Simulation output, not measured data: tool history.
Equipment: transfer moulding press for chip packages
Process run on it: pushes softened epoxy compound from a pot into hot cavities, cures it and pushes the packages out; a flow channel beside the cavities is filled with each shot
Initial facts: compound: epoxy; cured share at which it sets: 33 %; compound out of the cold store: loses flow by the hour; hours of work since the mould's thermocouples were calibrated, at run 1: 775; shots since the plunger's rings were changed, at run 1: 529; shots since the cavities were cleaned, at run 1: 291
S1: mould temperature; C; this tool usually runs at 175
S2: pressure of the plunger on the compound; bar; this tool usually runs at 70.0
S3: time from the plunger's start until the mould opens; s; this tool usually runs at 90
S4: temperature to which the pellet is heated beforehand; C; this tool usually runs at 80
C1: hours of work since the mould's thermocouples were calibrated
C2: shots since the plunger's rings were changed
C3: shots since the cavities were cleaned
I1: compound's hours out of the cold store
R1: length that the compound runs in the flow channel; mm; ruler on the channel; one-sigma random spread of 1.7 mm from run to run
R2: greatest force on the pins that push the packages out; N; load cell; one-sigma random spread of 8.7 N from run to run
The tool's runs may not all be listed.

| run | hour | S1 | S2 | S3 | S4 | C1 | C2 | C3 | I1 | R1 | R2 |
|---|---|---|---|---|---|---|---|---|---|---|---|
| 1 | 0.0 | 175 | 70.0 | 90 | 80 | 775 | 529 | 291 | 16.7 | 552 | 650 |
|  | 22.6 | cavities cleaned with cleaning compound and waxed |
| 2 | 38.1 | 168 | 70.0 | 90 | 80 | 794 | 895 | 155 | 21.8 | 557 | 1071 |
| 3 | 69.1 | 168 | 70.0 | 90 | 80 | 809 | 1206 | 466 | 36.5 | 531 | 1067 |
|  | 75.0 | cavities cleaned with cleaning compound and waxed |
|  | 125.6 | cavities cleaned with cleaning compound and waxed |
| 4 | 125.6 | 175 | 70.0 | 90 | 80 | 836 | 1742 | 0 | 28.1 | 525 | 386 |
| 5 | 150.2 | 175 | 70.0 | 90 | 80 | 848 | 1987 | 245 | 29.4 | 523 | 582 |
|  | 155.6 | mould's thermocouples calibrated |
|  | 179.5 | cavities cleaned with cleaning compound and waxed |
| 6 | 191.3 | 175 | 55.1 | 90 | 80 | 17 | 2364 | 118 | 16.5 | 482 | 556 |
|  | 232.7 | cavities cleaned with cleaning compound and waxed |
|  | 246.5 | plunger's sealing rings changed |
| 7 | 246.5 | 175 | 55.1 | 90 | 80 | 42 | 0 | 113 | 25.5 | 487 | 542 |
|  | 286.4 | cavities cleaned with cleaning compound and waxed |
| 8 | 286.4 | 175 | 70.0 | 90 | 89 | 62 | 384 | 0 | 20.6 | 553 | 393 |
|  | 316.8 | cavities cleaned with cleaning compound and waxed, once more |
| 9 | 332.4 | 175 | 70.0 | 90 | 89 | 84 | 829 | 155 | 27.6 | 539 | 567 |
|  | 367.4 | cavities cleaned with cleaning compound and waxed |
| 10 | 386.1 | 175 | 70.0 | 90 | 89 | 110 | 1352 | 187 | 37.7 | 516 | 594 |
|  | 416.6 | cavities cleaned with cleaning compound and waxed |
| 11 | 419.0 | 175 | 70.0 | 90 | 89 | 125 | 1666 | 23 | 11.9 | 556 | 451 |
| 12 | 451.2 | 175 | 70.0 | 90 | 89 | 141 | 1989 | 346 | 35.8 | 514 | 646 |
|  | 467.1 | cavities cleaned with cleaning compound and waxed |
| 13 | 483.6 | 175 | 70.0 | 90 | 89 | 157 | 2299 | 166 | 32.0 | 515 | 598 |
|  | 518.3 | cavities cleaned with cleaning compound and waxed |
| 14 | 518.3 | 175 | 70.0 | 90 | 78 | 173 | 2630 | 0 | 21.8 | 531 | 392 |
|  | 545.4 | plunger's sealing rings changed |
| 15 | 565.9 | 169 | 70.3 | 74 | 87 | 196 | 205 | 452 | 22.8 | 566 | 1567 |
|  | 570.5 | cavities cleaned with cleaning compound and waxed |
| 16 | 596.6 | 169 | 70.3 | 74 | 87 | 210 | 497 | 261 | 46.9 | 524 | 1265 |
|  | 621.5 | cavities cleaned with cleaning compound and waxed |
| 17 | 622.8 | 169 | 70.3 | 74 | 73 | 222 | 745 | 13 | 45.7 | 523 | 846 |
| 18 | 664.4 | 178 | 70.0 | 88 | 80 | 243 | 1161 | 429 | 44.1 | 502 | 680 |
|  | 670.7 | cavities cleaned with cleaning compound and waxed |
| 19 | 691.1 | 175 | 74.0 | 88 | 80 | 256 | 1414 | 205 | 46.6 | 516 | 602 |
|  | 723.2 | cavities cleaned with cleaning compound and waxed |
| 20 | 749.4 | 182 | 56.1 | 118 | 80 | 284 | 1982 | 262 | 22.4 | 464 | 530 |
|  | 775.0 | cavities cleaned with cleaning compound and waxed |
| 21 | 791.1 | 168 | 79.2 | 70 | 85 | 304 | 2385 | 161 | 14.3 | 600 | 1486 |
|  | 825.5 | cavities cleaned with cleaning compound and waxed |
| 22 | 834.1 | 175 | 70.0 | 74 | 81 | 324 | 2800 | 86 | 29.0 | 520 | 679 |
|  | 844.0 | plunger's sealing rings changed |
| 23 | 874.3 | 175 | 70.0 | 74 | 81 | 343 | 303 | 463 | 17.5 | 556 | 1071 |
|  | 880.5 | cavities cleaned with cleaning compound and waxed |
|  | 930.0 | cavities cleaned with cleaning compound and waxed |
| 24 | 934.7 | 175 | 70.0 | 74 | 81 | 372 | 877 | 46 | 41.0 | 516 | 628 |
|  | 980.2 | cavities cleaned with cleaning compound and waxed |
| 25 | 980.6 | 178 | 70.0 | 73 | 80 | 394 | 1323 | 5 | 9.8 | 554 | 482 |
| 26 | 1022.7 | 175 | 87.6 | 98 | 81 | 415 | 1743 | 425 | 44.6 | 562 | 641 |
|  | 1033.6 | cavities cleaned with cleaning compound and waxed |
| 27 | 1050.9 | 179 | 85.5 | 74 | 75 | 428 | 2011 | 173 | 16.2 | 595 | 659 |

Predict each of these 3 candidate next runs independently; none follows another, all start after run 27:
|  | 1083.3 | cavities cleaned with cleaning compound and waxed |
| A | 1083.3 | 179 | 69.1 | 74 | 75 | 443 | 2321 | 0 | 14.4 | ? | ? |
|  | 1083.3 | cavities cleaned with cleaning compound and waxed |
| B | 1083.3 | 168 | 70.0 | 90 | 80 | 443 | 2321 | 0 | 16.4 | ? | ? |
|  | 1083.3 | cavities cleaned with cleaning compound and waxed |
| C | 1083.3 | 174 | 85.5 | 74 | 75 | 443 | 2321 | 0 | 31.5 | ? | ? |

| run | R1 | R2 |
|---|---|---|
| A | 537 | 448 |
| B | 561 | 569 |
| C | 575 | 590 |
Stripped of hidden state, with their random variation kept, the same runs would have yielded:
| run | R1 | R2 |
|---|---|---|
| A | 556 | 455 |
| B | 580 | 583 |
| C | 595 | 603 |

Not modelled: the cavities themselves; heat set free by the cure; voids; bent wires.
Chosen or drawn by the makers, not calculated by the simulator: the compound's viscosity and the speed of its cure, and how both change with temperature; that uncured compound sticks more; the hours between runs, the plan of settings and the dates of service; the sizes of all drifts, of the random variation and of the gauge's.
